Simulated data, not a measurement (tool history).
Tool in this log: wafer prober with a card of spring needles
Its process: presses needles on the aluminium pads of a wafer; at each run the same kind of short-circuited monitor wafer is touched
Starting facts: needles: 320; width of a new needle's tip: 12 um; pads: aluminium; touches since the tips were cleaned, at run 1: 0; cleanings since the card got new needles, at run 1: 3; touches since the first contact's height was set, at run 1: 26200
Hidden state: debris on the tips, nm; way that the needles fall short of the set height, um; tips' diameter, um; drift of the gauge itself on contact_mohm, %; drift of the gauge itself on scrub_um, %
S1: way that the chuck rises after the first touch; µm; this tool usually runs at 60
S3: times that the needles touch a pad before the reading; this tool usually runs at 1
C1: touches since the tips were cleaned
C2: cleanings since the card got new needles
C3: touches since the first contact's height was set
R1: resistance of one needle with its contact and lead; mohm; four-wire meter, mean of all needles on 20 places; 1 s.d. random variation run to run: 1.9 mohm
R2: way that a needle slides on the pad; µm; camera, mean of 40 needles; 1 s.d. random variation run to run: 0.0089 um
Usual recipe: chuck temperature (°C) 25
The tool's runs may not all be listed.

{"run": 1, "day": 0.0, "S1": 60, "chuck temperature (°C)": 25, "S3": 1, "C1": 0, "C2": 3, "C3": 26200, "R1": 209, "R2": 11.152}
{"run": 2, "day": 0.417, "S1": 60, "chuck temperature (°C)": 25, "S3": 1, "C1": 2071, "C2": 3, "C3": 28271, "R1": 209, "R2": 11.159}
{"run": 3, "day": 0.754, "S1": 60, "chuck temperature (°C)": 25, "S3": 1, "C1": 3736, "C2": 3, "C3": 29936, "R1": 206, "R2": 11.151}
{"run": 4, "day": 1.429, "S1": 60, "chuck temperature (°C)": 25, "S3": 1, "C1": 7072, "C2": 3, "C3": 33272, "R1": 207, "R2": 11.162}
{"day": 1.642, "done": "tips cleaned on abrasive film"}
{"run": 5, "day": 1.8, "S1": 45, "chuck temperature (°C)": 25, "S3": 1, "C1": 786, "C2": 4, "C3": 35102, "R1": 214, "R2": 8.355}
{"run": 6, "day": 2.5, "S1": 41, "chuck temperature (°C)": 25, "S3": 1, "C1": 4239, "C2": 4, "C3": 38555, "R1": 213, "R2": 7.61}
{"run": 7, "day": 3.2, "S1": 60, "chuck temperature (°C)": 25, "S3": 2, "C1": 7718, "C2": 4, "C3": 42034, "R1": 209, "R2": 11.146}
{"day": 3.312, "done": "tips cleaned on abrasive film"}
{"run": 8, "day": 3.929, "S1": 60, "chuck temperature (°C)": 25, "S3": 2, "C1": 3043, "C2": 5, "C3": 45608, "R1": 214, "R2": 11.153}
{"run": 9, "day": 4.517, "S1": 60, "chuck temperature (°C)": 25, "S3": 2, "C1": 5967, "C2": 5, "C3": 48532, "R1": 209, "R2": 11.144}
{"run": 10, "day": 4.817, "S1": 60, "chuck temperature (°C)": 25, "S3": 1, "C1": 7435, "C2": 5, "C3": 50000, "R1": 210, "R2": 11.149}
{"day": 4.988, "done": "tips cleaned on abrasive film"}
{"run": 11, "day": 5.125, "S1": 60, "chuck temperature (°C)": 25, "S3": 1, "C1": 693, "C2": 6, "C3": 51523, "R1": 211, "R2": 11.142}
{"run": 12, "day": 5.592, "S1": 60, "chuck temperature (°C)": 25, "S3": 1, "C1": 2993, "C2": 6, "C3": 53823, "R1": 207, "R2": 11.155}
{"run": 13, "day": 6.246, "S1": 60, "chuck temperature (°C)": 25, "S3": 1, "C1": 6245, "C2": 6, "C3": 57075, "R1": 208, "R2": 11.147}
{"day": 6.658, "done": "tips cleaned on abrasive film"}
{"run": 14, "day": 6.658, "S1": 60, "chuck temperature (°C)": 25, "S3": 1, "C1": 0, "C2": 7, "C3": 59086, "R1": 211, "R2": 11.151}
{"run": 15, "day": 7.288, "S1": 60, "chuck temperature (°C)": 25, "S3": 1, "C1": 3126, "C2": 7, "C3": 62212, "R1": 209, "R2": 11.152}
{"run": 16, "day": 7.821, "S1": 60, "chuck temperature (°C)": 25, "S3": 1, "C1": 5767, "C2": 7, "C3": 64853, "R1": 206, "R2": 11.14}
{"run": 17, "day": 8.117, "S1": 46, "chuck temperature (°C)": 112, "S3": 1, "C1": 7221, "C2": 7, "C3": 66307, "R1": 234, "R2": 8.562}
{"day": 8.329, "done": "tips cleaned on abrasive film"}
{"run": 18, "day": 8.704, "S1": 72, "chuck temperature (°C)": 52, "S3": 1, "C1": 1854, "C2": 8, "C3": 69192, "R1": 211, "R2": 13.376}
{"run": 19, "day": 9.429, "S1": 60, "chuck temperature (°C)": 25, "S3": 3, "C1": 5457, "C2": 8, "C3": 72795, "R1": 209, "R2": 11.158}

Run 20 comes next. What will it give?
{"run": 20, "day": 9.95, "S1": 49, "chuck temperature (°C)": 101, "S3": 1, "C1": 8027, "C2": 8, "C3": 75365, "R1": "?", "R2": "?"}

Run 20 came out at R1 229 mohm, R2 9.096 µm.
If the tool had no hidden condition, the same run with the same run-to-run variation would have returned R1 229 mohm, R2 9.098 µm.

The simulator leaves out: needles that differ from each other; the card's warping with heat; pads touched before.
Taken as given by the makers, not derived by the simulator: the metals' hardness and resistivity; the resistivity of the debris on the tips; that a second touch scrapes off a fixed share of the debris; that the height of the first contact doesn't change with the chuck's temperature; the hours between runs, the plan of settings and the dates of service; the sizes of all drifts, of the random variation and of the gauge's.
